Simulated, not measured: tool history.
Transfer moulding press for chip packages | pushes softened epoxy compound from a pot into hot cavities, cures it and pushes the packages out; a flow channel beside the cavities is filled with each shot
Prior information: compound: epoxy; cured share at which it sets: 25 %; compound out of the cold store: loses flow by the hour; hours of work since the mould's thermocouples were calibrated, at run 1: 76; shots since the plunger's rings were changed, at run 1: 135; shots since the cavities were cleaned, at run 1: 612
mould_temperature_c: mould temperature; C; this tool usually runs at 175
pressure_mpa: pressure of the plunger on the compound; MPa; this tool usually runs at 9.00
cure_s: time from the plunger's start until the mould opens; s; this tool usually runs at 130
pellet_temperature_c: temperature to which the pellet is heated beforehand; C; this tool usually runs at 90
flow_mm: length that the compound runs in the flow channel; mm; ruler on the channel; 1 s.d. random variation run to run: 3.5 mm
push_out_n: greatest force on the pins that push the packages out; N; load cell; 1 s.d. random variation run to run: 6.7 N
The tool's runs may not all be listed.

run	hour	mould_temperature_c	pressure_mpa	cure_s	pellet_temperature_c	hours of work since the mould's thermocouples were calibrated	shots since the plunger's rings were changed	shots since the cavities were cleaned	incoming compound's hours out of the cold store	flow_mm	push_out_n
1	0.0	175	9.00	130	90	76	135	612	37.8	852	415
2	28.4	175	9.00	130	90	96	420	897	18.3	919	488
# hour 36.8: cavities cleaned with cleaning compound and waxed
3	48.9	175	9.00	130	90	109	610	121	42.8	829	558
4	76.5	175	9.00	130	90	129	887	398	14.7	930	558
5	109.4	175	10.38	130	90	152	1217	728	27.9	942	548
# hour 135.5: cavities cleaned with cleaning compound and waxed
6	141.3	175	9.00	130	98	173	1522	58	15.9	915	307
7	159.1	175	9.74	130	90	185	1700	236	46.3	840	370
8	176.2	175	9.74	130	90	197	1872	408	36.1	877	403
9	199.0	175	9.00	130	90	213	2100	636	35.4	842	457
10	220.5	175	9.00	130	90	228	2317	853	25.9	874	477
# hour 223.9: cavities cleaned with cleaning compound and waxed, once more
11	253.7	175	9.00	127	90	250	2634	299	46.0	805	395
12	283.0	175	9.00	127	90	271	2928	593	44.4	802	443
13	316.4	175	9.00	127	90	294	3263	928	46.1	787	488
# hour 322.9: cavities cleaned with cleaning compound and waxed
14	341.5	175	8.89	130	90	311	3499	186	26.3	858	331
15	372.7	175	8.98	130	90	333	3813	500	39.9	816	418
16	405.3	178	9.14	127	93	355	4139	826	39.0	809	437
# hour 420.3: cavities cleaned with cleaning compound and waxed
17	426.4	178	9.14	127	93	369	4336	61	31.1	829	272
18	449.8	178	9.14	127	93	386	4570	295	30.6	834	343
19	477.9	169	10.50	130	86	405	4852	577	16.4	990	640
20	512.7	174	7.33	114	91	430	5201	926	36.0	741	580
# hour 517.4: cavities cleaned with cleaning compound and waxed
21	547.8	174	7.33	114	91	453	5538	305	14.6	803	534
# hour 554.4: mould's thermocouples calibrated
22	578.6	174	7.33	114	91	17	5827	594	20.7	780	547
23	607.9	182	8.13	146	99	37	6120	887	41.5	721	415
# hour 617.8: cavities cleaned with cleaning compound and waxed
24	626.5	182	8.13	146	99	49	6292	87	25.3	767	271
25	660.4	180	9.00	160	81	73	6633	428	29.5	812	358
26	683.2	180	9.00	121	83	89	6861	656	19.3	833	404
# hour 695.2: plunger's sealing rings changed
# hour 718.8: cavities cleaned with cleaning compound and waxed
27	720.2	180	9.00	121	83	112	236	15	33.0	854	254
28	743.9	175	7.95	130	82	129	473	252	24.8	842	375

Each row is a separate what-if for the run after 28, all from the same tool condition, not one after another. Results?
A	774.4	172	9.34	130	92	150	779	558	17.4	?	?
B	774.4	175	7.04	130	82	150	779	558	16.3	?	?
C	774.4	175	9.35	167	90	150	779	558	31.4	?	?
D	774.4	175	6.95	130	82	150	779	558	45.4	?	?

run	flow_mm	push_out_n
A	952	500
B	820	426
C	882	363
D	718	427
Without the tool's hidden state the same runs would have given:
run	flow_mm	push_out_n
A	959	308
B	826	263
C	889	225
D	724	264

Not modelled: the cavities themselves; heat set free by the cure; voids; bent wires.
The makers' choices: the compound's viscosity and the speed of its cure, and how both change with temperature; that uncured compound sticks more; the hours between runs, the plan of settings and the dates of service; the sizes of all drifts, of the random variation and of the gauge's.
